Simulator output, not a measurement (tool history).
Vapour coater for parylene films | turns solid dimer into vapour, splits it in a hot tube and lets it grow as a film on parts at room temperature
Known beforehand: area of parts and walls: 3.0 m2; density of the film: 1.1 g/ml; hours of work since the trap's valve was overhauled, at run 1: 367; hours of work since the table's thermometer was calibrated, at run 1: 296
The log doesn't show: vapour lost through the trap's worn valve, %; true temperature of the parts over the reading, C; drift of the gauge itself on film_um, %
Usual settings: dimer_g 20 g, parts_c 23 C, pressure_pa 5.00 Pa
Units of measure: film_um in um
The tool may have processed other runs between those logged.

run	hour	dimer_g	parts_c	pressure_pa	hours of work since the trap's valve was overhauled	hours of work since the table's thermometer was calibrated	film_um
1	0.0	20	23	5.00	367	296	3.47
2	17.6	20	23	5.00	376	304	3.45
3	32.9	20	23	5.00	383	312	3.47
4	46.6	20	20	5.00	390	319	3.99
5	57.2	20	20	5.00	396	324	3.95
6	65.9	20	20	5.00	400	328	3.95
7	80.0	20	23	5.00	407	335	3.44
8	97.1	20	23	5.00	415	344	3.42
9	114.6	20	23	5.00	424	353	3.46
10	131.5	20	34	5.00	433	361	2.07
# hour 141.3: trap's valve overhauled
11	148.6	20	34	5.00	4	368	2.10
12	167.4	10	23	5.00	13	377	1.72
13	181.6	10	23	5.00	20	384	1.71
14	200.1	10	23	5.00	29	393	1.71
15	214.0	20	23	5.00	36	400	3.44
16	231.2	20	23	5.00	45	409	3.43
17	250.3	20	23	5.00	54	418	3.45
18	267.5	9	16	2.08	63	427	2.40
19	281.6	11	28	2.09	70	434	1.70
20	292.7	26	25	6.03	75	439	3.94
21	311.4	20	29	6.84	85	449	2.50
22	324.3	9	23	5.00	91	455	1.55
23	345.2	16	23	5.00	102	466	2.74
24	355.0	20	23	2.07	106	470	3.83
25	374.7	10	20	6.28	116	480	1.90
26	391.5	9	19	2.36	125	489	2.03
27	401.9	20	29	10.70	130	494	2.33
28	410.9	20	29	10.70	134	498	2.30
29	419.6	20	29	10.70	139	503	2.32
30	432.7	13	26	5.90	145	509	1.88
31	445.0	31	23	5.00	151	515	5.28
32	457.7	9	28	10.86	158	522	1.10
33	470.9	23	25	2.07	164	528	4.04
34	483.3	23	19	2.07	170	534	5.29

Predict each of these 5 candidate next runs independently; none follows another, all start after run 34:
A	500.9	23	25	2.78	179	543	?
B	500.9	10	25	10.70	179	543	?
C	500.9	23	32	2.07	179	543	?
D	500.9	14	20	4.79	179	543	?
E	500.9	12	23	5.00	179	543	?

run	film_um
A	3.88
B	1.37
C	2.93
D	2.75
E	2.05
Without the tool's unlogged condition, the same runs would have read:
run	film_um
A	3.97
B	1.40
C	3.01
D	2.81
E	2.10

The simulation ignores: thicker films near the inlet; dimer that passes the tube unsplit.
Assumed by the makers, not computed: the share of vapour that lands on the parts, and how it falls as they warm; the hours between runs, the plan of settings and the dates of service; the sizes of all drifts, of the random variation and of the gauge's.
